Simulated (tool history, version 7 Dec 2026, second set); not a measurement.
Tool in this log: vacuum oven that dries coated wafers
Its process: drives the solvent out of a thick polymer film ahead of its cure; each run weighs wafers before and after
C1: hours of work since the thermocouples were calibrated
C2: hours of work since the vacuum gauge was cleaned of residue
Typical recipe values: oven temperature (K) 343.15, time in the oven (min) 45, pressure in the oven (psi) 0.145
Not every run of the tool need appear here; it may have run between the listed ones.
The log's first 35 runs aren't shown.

{"run": 36, "day": 39.25, "oven temperature (K)": 341.15, "time in the oven (min)": 23, "pressure in the oven (psi)": 0.239, "C1": 524, "C2": 845, "solvent left in the film (%)": 3.46}
{"run": 37, "day": 40.879, "oven temperature (K)": 341.15, "time in the oven (min)": 23, "pressure in the oven (psi)": 0.239, "C1": 544, "C2": 865, "solvent left in the film (%)": 3.41}
{"run": 38, "day": 42.212, "oven temperature (K)": 338.15, "time in the oven (min)": 24, "pressure in the oven (psi)": 0.206, "C1": 561, "C2": 881, "solvent left in the film (%)": 4}
{"run": 39, "day": 43.662, "oven temperature (K)": 353.15, "time in the oven (min)": 58, "pressure in the oven (psi)": 0.206, "C1": 579, "C2": 899, "solvent left in the film (%)": 0.57}
{"run": 40, "day": 45.171, "oven temperature (K)": 332.15, "time in the oven (min)": 24, "pressure in the oven (psi)": 0.206, "C1": 597, "C2": 918, "solvent left in the film (%)": 5.95}
{"run": 41, "day": 46.342, "oven temperature (K)": 331.15, "time in the oven (min)": 24, "pressure in the oven (psi)": 0.495, "C1": 612, "C2": 932, "solvent left in the film (%)": 7.48}
{"run": 42, "day": 47.475, "oven temperature (K)": 330.15, "time in the oven (min)": 24, "pressure in the oven (psi)": 0.405, "C1": 626, "C2": 946, "solvent left in the film (%)": 7.44}
{"run": 43, "day": 48.238, "oven temperature (K)": 330.15, "time in the oven (min)": 24, "pressure in the oven (psi)": 0.405, "C1": 635, "C2": 955, "solvent left in the film (%)": 7.3}
{"run": 44, "day": 49.221, "oven temperature (K)": 343.15, "time in the oven (min)": 45, "pressure in the oven (psi)": 0.173, "C1": 647, "C2": 968, "solvent left in the film (%)": 1.15}
{"run": 45, "day": 50.2, "oven temperature (K)": 341.15, "time in the oven (min)": 72, "pressure in the oven (psi)": 0.165, "C1": 659, "C2": 980, "solvent left in the film (%)": 0.83}
{"run": 46, "day": 51.475, "oven temperature (K)": 342.15, "time in the oven (min)": 45, "pressure in the oven (psi)": 0.206, "C1": 675, "C2": 995, "solvent left in the film (%)": 1.33}
{"run": 47, "day": 52.858, "oven temperature (K)": 342.15, "time in the oven (min)": 45, "pressure in the oven (psi)": 0.206, "C1": 692, "C2": 1012, "solvent left in the film (%)": 1.31}

Below are 3 alternative next runs, each starting from the tool's condition after run 47. Predict each:
{"run": "A", "day": 54.5, "oven temperature (K)": 342.15, "time in the oven (min)": 26, "pressure in the oven (psi)": 0.206, "C1": 712, "C2": 1033, "solvent left in the film (%)": "?"}
{"run": "B", "day": 54.5, "oven temperature (K)": 343.15, "time in the oven (min)": 48, "pressure in the oven (psi)": 0.126, "C1": 712, "C2": 1033, "solvent left in the film (%)": "?"}
{"run": "C", "day": 54.5, "oven temperature (K)": 329.15, "time in the oven (min)": 23, "pressure in the oven (psi)": 0.428, "C1": 712, "C2": 1033, "solvent left in the film (%)": "?"}

run=A solvent_left_in_the_film_(%)=2.65
run=B solvent_left_in_the_film_(%)=0.86
run=C solvent_left_in_the_film_(%)=7.89
Had the tool no hidden state, the same runs would have come out as:
run=A solvent_left_in_the_film_(%)=2.8
run=B solvent_left_in_the_film_(%)=0.83
run=C solvent_left_in_the_film_(%)=8.11
